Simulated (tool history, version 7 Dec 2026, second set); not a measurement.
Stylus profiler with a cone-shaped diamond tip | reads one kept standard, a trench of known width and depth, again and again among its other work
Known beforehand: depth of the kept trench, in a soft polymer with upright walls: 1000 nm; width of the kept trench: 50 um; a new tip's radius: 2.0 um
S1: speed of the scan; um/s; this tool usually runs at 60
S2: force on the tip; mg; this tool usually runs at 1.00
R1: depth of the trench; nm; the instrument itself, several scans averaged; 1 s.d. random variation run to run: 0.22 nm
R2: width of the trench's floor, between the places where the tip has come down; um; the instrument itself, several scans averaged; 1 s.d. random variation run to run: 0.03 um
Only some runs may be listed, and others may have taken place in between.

run	hour	S1	S2	R1	R2
1	0.0	60	1.00	1005.83	44.05
2	84.6	60	1.00	1004.89	43.99
3	164.5	60	1.00	1004.97	43.96
4	225.9	60	1.00	1004.64	43.93
5	268.4	60	1.00	1004.57	43.87
6	335.5	60	1.00	1004.45	43.81
7	389.3	60	1.00	1004.34	43.80
8	436.3	60	2.19	1008.72	43.87
9	502.3	60	1.00	1003.61	43.73
10	579.4	60	1.00	1003.49	43.67
11	659.5	109	1.00	1003.51	43.50
12	710.3	15	1.00	1002.73	43.69
13	763.1	60	1.00	1003.36	43.54
14	824.6	60	1.00	1002.49	43.52
15	897.9	60	1.11	1003.12	43.47
16	940.5	60	1.00	1002.52	43.44
# hour 948.2: height scale calibrated on a step standard
17	990.6	60	1.00	999.37	43.42
18	1061.8	60	0.93	998.86	43.32
# hour 1127.1: height scale calibrated on a step standard, once more
19	1137.3	60	2.91	1013.32	43.38
20	1189.1	60	1.00	1006.42	43.29
21	1224.4	60	1.06	1006.81	43.29
22	1266.5	60	1.06	1005.92	43.27
23	1319.7	60	0.69	1004.75	43.19
24	1386.1	60	1.00	1005.62	43.19
25	1445.1	79	2.21	1009.93	43.16
26	1491.3	79	2.21	1009.60	43.15
27	1539.3	29	2.37	1010.53	43.16
28	1608.7	29	2.37	1010.31	43.21
29	1651.1	29	2.37	1010.15	43.15
# hour 1713.3: new tip fitted, height scale calibrated
30	1715.9	29	2.37	1012.07	46.39
31	1761.9	37	1.01	1006.44	46.26
32	1832.1	37	1.01	1006.44	46.22
33	1919.0	18	1.00	1005.87	46.22
34	1977.0	72	1.80	1009.17	45.99
35	2032.3	40	0.43	1003.23	45.94
36	2110.1	210	0.34	1001.99	44.85
37	2156.0	19	1.04	1005.27	45.98
38	2192.5	19	1.04	1005.03	45.94
39	2269.6	15	2.03	1008.54	45.92
40	2348.2	173	0.36	1001.38	44.92
41	2394.8	95	0.58	1001.88	45.27
42	2463.7	95	0.58	1001.92	45.26
43	2547.8	45	0.63	1002.17	45.45
44	2601.2	46	1.00	1003.36	45.42
45	2662.9	46	1.00	1003.20	45.41
46	2731.7	17	0.46	1000.92	45.36
47	2786.8	17	0.46	1000.68	45.28

For each run, the measured value with the value that run would have given without the tool's hidden condition subtracted. The run-to-run variation is shared by both, the gauge scatter possibly not:
The tool's hidden condition here consists of: radius of the tip, um; height scale over the true one, %; drift of the gauge itself on depth_nm, %; drift of the gauge itself on floor_um, %.
run	R1	R2
1	-1.04	-2.28
2	-1.33	-2.33
3	-1.61	-2.39
4	-1.83	-2.43
5	-2.00	-2.46
6	-2.22	-2.50
7	-2.40	-2.54
8	-2.56	-2.56
9	-2.81	-2.61
10	-3.08	-2.66
11	-3.38	-2.72
12	-3.54	-2.75
13	-3.73	-2.79
14	-3.91	-2.83
15	-4.17	-2.87
16	-4.31	-2.90
17	-7.03	-2.93
18	-7.27	-2.98
19	+0.04	-3.02
20	-0.14	-3.06
21	-0.27	-3.08
22	-0.41	-3.10
23	-0.57	-3.13
24	-0.80	-3.17
25	-1.00	-3.21
26	-1.16	-3.24
27	-1.32	-3.26
28	-1.59	-3.31
29	-1.74	-3.33
30	+0.19	-0.08
31	+0.03	-0.13
32	-0.21	-0.20
33	-0.50	-0.29
34	-0.69	-0.35
35	-0.89	-0.42
36	-1.16	-0.49
37	-1.33	-0.54
38	-1.45	-0.58
39	-1.71	-0.65
40	-1.96	-0.73
41	-2.12	-0.78
42	-2.38	-0.85
43	-2.69	-0.92
44	-2.88	-0.97
45	-3.09	-1.02
46	-3.30	-1.08
47	-3.49	-1.14
